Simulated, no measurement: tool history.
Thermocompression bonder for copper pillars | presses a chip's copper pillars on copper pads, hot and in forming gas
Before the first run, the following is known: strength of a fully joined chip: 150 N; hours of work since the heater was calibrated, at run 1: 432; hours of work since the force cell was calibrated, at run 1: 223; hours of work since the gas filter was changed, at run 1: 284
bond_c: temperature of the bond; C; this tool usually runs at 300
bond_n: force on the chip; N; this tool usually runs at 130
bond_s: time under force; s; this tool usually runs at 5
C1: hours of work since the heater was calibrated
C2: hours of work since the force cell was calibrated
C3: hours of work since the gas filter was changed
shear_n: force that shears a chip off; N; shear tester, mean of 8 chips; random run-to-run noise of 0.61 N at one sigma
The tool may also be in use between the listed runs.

run 1 hour=0 | bond_c=300 bond_n=130 bond_s=5 | C1=432 C2=223 C3=284 | shear_n=71
run 2 hour=8.9 | bond_c=300 bond_n=130 bond_s=5 | C1=436 C2=227 C3=289 | shear_n=69.9
run 3 hour=16.8 | bond_c=300 bond_n=130 bond_s=5 | C1=440 C2=231 C3=292 | shear_n=71.2
run 4 hour=23 | bond_c=300 bond_n=130 bond_s=5 | C1=443 C2=234 C3=295 | shear_n=69.1
run 5 hour=29.9 | bond_c=300 bond_n=130 bond_s=5 | C1=446 C2=237 C3=299 | shear_n=69.8
run 6 hour=39.3 | bond_c=300 bond_n=130 bond_s=5 | C1=450 C2=241 C3=303 | shear_n=71.9
run 7 hour=45 | bond_c=300 bond_n=130 bond_s=5 | C1=453 C2=244 C3=306 | shear_n=70.6
run 8 hour=54.5 | bond_c=300 bond_n=130 bond_s=3 | C1=457 C2=249 C3=310 | shear_n=59
run 9 hour=64.2 | bond_c=300 bond_n=130 bond_s=3 | C1=462 C2=253 C3=315 | shear_n=58.7
run 10 hour=71.2 | bond_c=300 bond_n=130 bond_s=3 | C1=465 C2=257 C3=318 | shear_n=59.5
run 11 hour=78.8 | bond_c=300 bond_n=130 bond_s=5 | C1=469 C2=260 C3=322 | shear_n=70.5
run 12 hour=84.4 | bond_c=300 bond_n=103 bond_s=5 | C1=472 C2=263 C3=324 | shear_n=59.5
run 13 hour=96.3 | bond_c=300 bond_n=103 bond_s=5 | C1=477 C2=269 C3=330 | shear_n=59.2
run 14 hour=104.2 | bond_c=300 bond_n=103 bond_s=5 | C1=481 C2=272 C3=334 | shear_n=59.3
run 15 hour=116.1 | bond_c=300 bond_n=103 bond_s=5 | C1=487 C2=278 C3=340 | shear_n=59.2
run 16 hour=121.5 | bond_c=300 bond_n=90 bond_s=5 | C1=489 C2=281 C3=342 | shear_n=53.5
run 17 hour=129.8 | bond_c=300 bond_n=90 bond_s=5 | C1=493 C2=285 C3=346 | shear_n=53.1
run 18 hour=137.3 | bond_c=300 bond_n=90 bond_s=5 | C1=497 C2=288 C3=350 | shear_n=53.7
run 19 hour=142.3 | bond_c=300 bond_n=90 bond_s=5 | C1=499 C2=291 C3=352 | shear_n=52.5
run 20 hour=152.3 | bond_c=300 bond_n=90 bond_s=5 | C1=504 C2=295 C3=357 | shear_n=54.3
-- hour=154.9 force cell calibrated
run 21 hour=161.1 | bond_c=300 bond_n=171 bond_s=4 | C1=508 C2=3 C3=360 | shear_n=76.2
run 22 hour=169.8 | bond_c=329 bond_n=130 bond_s=3 | C1=512 C2=7 C3=364 | shear_n=84
run 23 hour=179.9 | bond_c=329 bond_n=130 bond_s=3 | C1=517 C2=12 C3=369 | shear_n=83.5
run 24 hour=187.4 | bond_c=300 bond_n=160 bond_s=10 | C1=520 C2=15 C3=373 | shear_n=99.9

The next listed run, before its measurement:
run 25 hour=198 | bond_c=292 bond_n=160 bond_s=5 | C1=525 C2=21 C3=378 | shear_n=?

{"run 25": {"shear_n": 72.7}}
Minus the tool's unlogged condition, the same run would have read shear_n 73.2 N.

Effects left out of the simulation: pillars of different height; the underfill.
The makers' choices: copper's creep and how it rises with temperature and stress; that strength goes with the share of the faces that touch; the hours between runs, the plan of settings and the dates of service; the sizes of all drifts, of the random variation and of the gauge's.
